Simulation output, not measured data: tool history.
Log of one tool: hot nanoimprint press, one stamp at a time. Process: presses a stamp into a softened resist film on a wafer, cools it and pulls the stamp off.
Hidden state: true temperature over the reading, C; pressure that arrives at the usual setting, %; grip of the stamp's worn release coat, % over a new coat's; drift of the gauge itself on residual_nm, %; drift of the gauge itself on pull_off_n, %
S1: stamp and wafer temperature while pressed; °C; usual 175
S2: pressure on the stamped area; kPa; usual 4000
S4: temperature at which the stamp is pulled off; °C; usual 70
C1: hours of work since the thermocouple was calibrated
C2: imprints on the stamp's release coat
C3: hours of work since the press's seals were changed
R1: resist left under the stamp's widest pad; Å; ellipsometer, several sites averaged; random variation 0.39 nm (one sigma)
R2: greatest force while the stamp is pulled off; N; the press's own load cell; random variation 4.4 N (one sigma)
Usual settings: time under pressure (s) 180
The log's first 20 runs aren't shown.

run 21 hour=271.7 | S1=177 S2=3010 time_under_pressure_(s)=166 S4=66 | C1=31 C2=833 C3=177 | R1=2340 R2=304
run 22 hour=291.1 | S1=177 S2=3010 time_under_pressure_(s)=166 S4=66 | C1=38 C2=891 C3=185 | R1=2335 R2=300
run 23 hour=307.9 | S1=178 S2=4800 time_under_pressure_(s)=292 S4=70 | C1=45 C2=941 C3=192 | R1=1516 R2=266
run 24 hour=324 | S1=174 S2=4730 time_under_pressure_(s)=106 S4=70 | C1=51 C2=989 C3=198 | R1=2565 R2=274
run 25 hour=338.5 | S1=174 S2=4730 time_under_pressure_(s)=295 S4=70 | C1=57 C2=1033 C3=204 | R1=1802 R2=281
run 26 hour=356.9 | S1=175 S2=4000 time_under_pressure_(s)=180 S4=74 | C1=65 C2=1088 C3=211 | R1=2211 R2=252
run 27 hour=374.5 | S1=175 S2=4000 time_under_pressure_(s)=180 S4=74 | C1=72 C2=1141 C3=218 | R1=2223 R2=267
run 28 hour=391.3 | S1=171 S2=2890 time_under_pressure_(s)=180 S4=68 | C1=78 C2=1191 C3=225 | R1=2780 R2=309
run 29 hour=405.8 | S1=165 S2=3320 time_under_pressure_(s)=108 S4=70 | C1=84 C2=1234 C3=231 | R1=3416 R2=291
run 30 hour=414.1 | S1=183 S2=4000 time_under_pressure_(s)=349 S4=73 | C1=87 C2=1259 C3=234 | R1=1240 R2=273

3 ways to go on from here, each from the tool as it stands after run 30. What would each give?
run A hour=422.6 | S1=178 S2=4190 time_under_pressure_(s)=180 S4=64 | C1=91 C2=1285 C3=237 | R1=? R2=?
run B hour=422.6 | S1=183 S2=4690 time_under_pressure_(s)=349 S4=73 | C1=91 C2=1285 C3=237 | R1=? R2=?
run C hour=422.6 | S1=183 S2=2740 time_under_pressure_(s)=266 S4=73 | C1=91 C2=1285 C3=237 | R1=? R2=?

run=A R1=1951 R2=348
run=B R1=1151 R2=269
run=C R1=1647 R2=269
Without the tool's hidden state the same runs would have given:
run=A R1=1938 R2=249
run=B R1=1141 R2=193
run=C R1=1636 R2=192

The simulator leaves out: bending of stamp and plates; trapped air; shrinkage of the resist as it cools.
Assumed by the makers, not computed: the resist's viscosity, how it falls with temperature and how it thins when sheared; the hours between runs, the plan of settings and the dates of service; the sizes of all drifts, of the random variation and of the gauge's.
